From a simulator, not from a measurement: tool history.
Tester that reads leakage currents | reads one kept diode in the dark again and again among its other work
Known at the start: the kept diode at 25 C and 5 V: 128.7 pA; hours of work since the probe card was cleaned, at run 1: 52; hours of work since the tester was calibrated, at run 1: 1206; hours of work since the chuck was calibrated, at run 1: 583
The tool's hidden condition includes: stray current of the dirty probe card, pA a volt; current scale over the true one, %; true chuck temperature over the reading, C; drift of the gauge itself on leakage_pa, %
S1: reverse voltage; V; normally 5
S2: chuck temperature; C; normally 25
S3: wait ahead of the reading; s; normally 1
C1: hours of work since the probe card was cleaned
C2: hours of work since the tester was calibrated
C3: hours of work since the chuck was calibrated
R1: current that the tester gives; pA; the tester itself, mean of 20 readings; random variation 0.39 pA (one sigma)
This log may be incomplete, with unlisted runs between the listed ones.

run    hour     S1  S2    S3   C1    C2   C3       R1
  1       0      5  25     1   52  1206  583   113.85
  2    75.7   5.67  25     1   84  1237  614   117.97
  3   119.4      5  25     1  102  1256  632   112.59
  4   168.2      5  25     1  122  1276  653   111.84
  5   217.3      5  25     1  143  1296  673   111.24
  6   263.4      5  25     1  162  1316  692    111.2
  7     338   5.77  25     1  193  1347  723   116.98
  8   397.6   5.77  25     1  218  1372  748   115.73
  9   438.2   5.77  25     1  235  1388  765   115.19
      447.5  -- chuck's temperature calibrated
 10   511.9      5  25     1  265  1418   27    98.97
 11   554.6      5  25     1  282  1436   45    99.09
 12   614.3      5  25  0.32  307  1461   70   100.45
      640.2  -- chuck's temperature calibrated, once more
 13   654.6      5  25  0.32  323  1477    6   132.86
 14   729.4      5  25  0.32  354  1508   37   132.73
 15   776.8      5  25     1  374  1528   57   129.83
 16   820.4      5  25     1  392  1546   75   129.41
 17   870.1   3.35  57     1  413  1567   96  1590.73
 18     916  13.22  57  5.83  432  1586  115  2617.98
 19     969  13.22  57  5.83  454  1608  137  2598.26
 20  1028.5   6.78  49  9.15  479  1633  162  1100.58
 21  1077.4  14.06  49  9.15  500  1653  182   1421.8
 22  1110.8   2.38  25  0.66  513  1667  196    95.47
 23  1178.7   2.38  25  0.66  542  1696  225    95.36
 24  1231.3   4.47  40     1  564  1717  246   440.84
 25  1291.3   4.47  40     1  589  1742  271   441.98
 26  1326.1   3.19  32  0.48  603  1757  286   196.15
 27  1397.3   3.19  32  0.48  633  1787  316   194.63
 28  1446.2    1.2  37     1  653  1807  336    209.5
 29    1485    1.2  21  2.45  669  1823  352    49.05
 30  1545.6  11.62  51  1.09  695  1849  377  1483.01
 31    1594   4.51  53     1  715  1869  398  1233.31
 32  1667.2   3.76  53  1.67  745  1899  428  1141.48

Predict each of these 3 candidate next runs independently; none follows another, all start after run 32:
  A  1702.9  4.23  38  3.19  760  1914  443   ?
  B  1702.9  1.51  34  1.67  760  1914  443   ?
  C  1702.9  1.65  26  0.32  760  1914  443   ?

run      R1
  A     349
  B  170.22
  C   86.69
With the hidden condition removed and each run's random variation left untouched, the same runs would have given:
run      R1
  A  382.01
  B  186.99
  C   95.26

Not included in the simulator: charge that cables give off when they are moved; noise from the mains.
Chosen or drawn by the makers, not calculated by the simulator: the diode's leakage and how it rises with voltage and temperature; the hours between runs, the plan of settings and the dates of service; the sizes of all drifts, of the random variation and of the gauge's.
